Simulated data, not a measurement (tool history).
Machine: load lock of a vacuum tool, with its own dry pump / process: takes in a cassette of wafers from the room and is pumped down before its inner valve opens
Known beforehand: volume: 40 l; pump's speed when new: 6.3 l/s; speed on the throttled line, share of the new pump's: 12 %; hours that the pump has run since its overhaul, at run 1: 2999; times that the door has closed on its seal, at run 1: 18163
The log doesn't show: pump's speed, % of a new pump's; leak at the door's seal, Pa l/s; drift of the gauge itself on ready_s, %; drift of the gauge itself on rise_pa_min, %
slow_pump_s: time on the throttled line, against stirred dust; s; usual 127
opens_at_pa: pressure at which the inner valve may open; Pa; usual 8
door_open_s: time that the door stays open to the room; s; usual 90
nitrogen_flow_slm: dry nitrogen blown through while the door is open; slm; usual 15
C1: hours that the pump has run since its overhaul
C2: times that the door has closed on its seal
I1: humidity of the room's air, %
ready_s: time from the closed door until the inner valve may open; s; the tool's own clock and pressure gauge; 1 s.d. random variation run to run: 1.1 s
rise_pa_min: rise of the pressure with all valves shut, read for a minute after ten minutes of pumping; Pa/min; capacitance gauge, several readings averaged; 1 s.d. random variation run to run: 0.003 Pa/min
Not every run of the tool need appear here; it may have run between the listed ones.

Run 1, hour 0: usual settings; C1 2999; C2 18163; I1 48.5. Result: ready_s 170.3 s, rise_pa_min 0.017 Pa/min.
Run 2, hour 196.3: usual settings but door_open_s 157 s; C1 3195; C2 18967; I1 42.6. Result: ready_s 171 s, rise_pa_min 0.022 Pa/min.
Run 3, hour 345.9: usual settings; C1 3345; C2 19581; I1 47. Result: ready_s 170.7 s, rise_pa_min 0.017 Pa/min.
Run 4, hour 618.9: usual settings; C1 3618; C2 20699; I1 49.1. Result: ready_s 171.9 s, rise_pa_min 0.016 Pa/min.
Run 5, hour 928.6: usual settings; C1 3928; C2 21968; I1 45.6. Result: ready_s 172.7 s, rise_pa_min 0.019 Pa/min.
Run 6, hour 1193.6: usual settings but nitrogen_flow_slm 26 slm; C1 4193; C2 23054; I1 45.9. Result: ready_s 172.5 s, rise_pa_min 0.009 Pa/min.
Run 7, hour 1487.2: usual settings but nitrogen_flow_slm 26 slm; C1 4486; C2 24257; I1 48.1. Result: ready_s 171.1 s, rise_pa_min 0.011 Pa/min.
Run 8, hour 1732.4: usual settings; C1 4731; C2 25262; I1 43. Result: ready_s 170.6 s, rise_pa_min 0.014 Pa/min.
Run 9, hour 2069: usual settings; C1 5068; C2 26641; I1 44.4. Result: ready_s 169.9 s, rise_pa_min 0.018 Pa/min.
Run 10, hour 2329.2: usual settings; C1 5328; C2 27707; I1 41.9. Result: ready_s 171.5 s, rise_pa_min 0.009 Pa/min.
Run 11, hour 2645.6: usual settings but nitrogen_flow_slm 32 slm; C1 5645; C2 29004; I1 44.9. Result: ready_s 172.7 s, rise_pa_min 0.004 Pa/min.
Run 12, hour 2919.7: usual settings but nitrogen_flow_slm 32 slm; C1 5919; C2 30127; I1 43.6. Result: ready_s 171.3 s, rise_pa_min 0.011 Pa/min.
Run 13, hour 3267.5: usual settings but slow_pump_s 123 s, opens_at_pa 11 Pa, nitrogen_flow_slm 32 slm; C1 6266; C2 31552; I1 44.2. Result: ready_s 166.5 s, rise_pa_min 0.007 Pa/min.
Run 14, hour 3533.4: usual settings but slow_pump_s 126 s, nitrogen_flow_slm 40 slm; C1 6532; C2 32641; I1 40.5. Result: ready_s 172.4 s, rise_pa_min 0.008 Pa/min.
Run 15, hour 3790.4: usual settings but slow_pump_s 126 s, nitrogen_flow_slm 40 slm; C1 6789; C2 33695; I1 45.4. Result: ready_s 172.3 s, rise_pa_min 0.008 Pa/min.
Run 16, hour 4128.9: usual settings but slow_pump_s 80 s, door_open_s 82 s, nitrogen_flow_slm 5 slm; C1 7128; C2 35082; I1 43.8. Result: ready_s 131.2 s, rise_pa_min 0.028 Pa/min.

Branching from run 16: 4 alternative next runs. What would each branch give?
Run A, hour 4433: usual settings but slow_pump_s 139 s, door_open_s 82 s, nitrogen_flow_slm 5 slm; C1 7432; C2 36328; I1 42.1. Result: ready_s ?, rise_pa_min ?.
Run B, hour 4433: usual settings but slow_pump_s 83 s, door_open_s 146 s, nitrogen_flow_slm 5 slm; C1 7432; C2 36328; I1 44.4. Result: ready_s ?, rise_pa_min ?.
Run C, hour 4433: usual settings but slow_pump_s 146 s, nitrogen_flow_slm 6 slm; C1 7432; C2 36328; I1 51.5. Result: ready_s ?, rise_pa_min ?.
Run D, hour 4433: usual settings but slow_pump_s 133 s, door_open_s 82 s, nitrogen_flow_slm 5 slm; C1 7432; C2 36328; I1 42.5. Result: ready_s ?, rise_pa_min ?.

run  ready_s  rise_pa_min
  A      183        0.029
  B    134.6         0.03
  C    188.3        0.026
  D    177.5         0.02
With no hidden state in the tool, these same runs would have given:
run  ready_s  rise_pa_min
  A      183        0.029
  B    134.6        0.029
  C    188.3        0.025
  D    177.5        0.019
